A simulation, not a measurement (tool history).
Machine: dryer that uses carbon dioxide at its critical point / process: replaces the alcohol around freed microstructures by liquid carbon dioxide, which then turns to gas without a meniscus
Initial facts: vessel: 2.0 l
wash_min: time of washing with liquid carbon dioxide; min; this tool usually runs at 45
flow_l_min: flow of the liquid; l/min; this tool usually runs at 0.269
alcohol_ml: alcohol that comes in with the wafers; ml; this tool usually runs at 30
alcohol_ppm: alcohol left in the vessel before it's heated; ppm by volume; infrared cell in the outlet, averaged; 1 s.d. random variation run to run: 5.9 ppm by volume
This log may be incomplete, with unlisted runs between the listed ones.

run   hour  wash_min  flow_l_min  alcohol_ml  alcohol_ppm
  1      0        45       0.269          30          298
  2   10.7        45       0.269          30          295
  3     20        45       0.269          30          298
  4     31        45       0.269          30          298
  5   42.6        45       0.269          75          680
  6   54.9        45       0.269          75          675
  7   65.8        65       0.269          75          185
  8   77.9        65       0.269          75          191
  9   91.2        65       0.269          75          197
 10  101.7        45       0.269          30          352
 11  114.4        45       0.376          30          133
 12  123.1        64       0.269          30          136
 13  130.9        64       0.269          30          133
 14  139.7        45       0.307          30          243
 15  147.8        45       0.269          30          380
 16  160.5        45       0.269          30          400
 17  174.3        45       0.362          30          168
 18  188.1        45       0.269          30          421
 19  197.1        45       0.269          30          409
 20  212.3        45       0.269          30          440
 21  226.5        45       0.224          30          755
 22  241.6        45       0.269          31          479
 23  250.8        45       0.203          31         1045
 24  262.9        45       0.203          31         1081
 25  271.6        45       0.203          31         1070
 26  287.2        49       0.269          20          296
 27  300.9        38       0.269          48         1263
 28  309.6        38       0.269          48         1270
 29  319.6        34       0.439         116          850
 30  328.7        48       0.329          89          541
     331.5  -- inlet filter changed
 31  339.1        48       0.329          89          269
 32  345.7        48       0.329          89          270
 33  356.3        71       0.269          50          144
 34  369.4        44       0.408          90          200
 35  383.8        32       0.175          71         5141
 36  391.9        62       0.269          48          192
 37  399.6        36       0.269          84         1594
 38  413.4        36       0.269          84         1651
 39  426.3        36       0.269          84         1684
 40  439.1        51       0.264          30          276
 41  448.7        51       0.264          30          281
 42  463.1        69       0.254          30          167
 43  473.8        45       0.269          62          692
 44  483.6        45       0.269          27          376
 45  493.5        38        0.28          39          719
 46  507.5        47       0.269          49          529
 47  515.9        47       0.269          49          524

4 ways to go on from here, each from the tool as it stands after run 47. What would each give?
  A  524.2        69        0.32          63            ?
  B  524.2        67        0.33          49            ?
  C  524.2        70       0.443          22            ?
  D  524.2        71       0.343          46            ?

run  alcohol_ppm
  A          145
  B          155
  C          129
  D          139
Without the tool's hidden state the same runs would have given:
run  alcohol_ppm
  A            8
  B           19
  C            5
  D           11

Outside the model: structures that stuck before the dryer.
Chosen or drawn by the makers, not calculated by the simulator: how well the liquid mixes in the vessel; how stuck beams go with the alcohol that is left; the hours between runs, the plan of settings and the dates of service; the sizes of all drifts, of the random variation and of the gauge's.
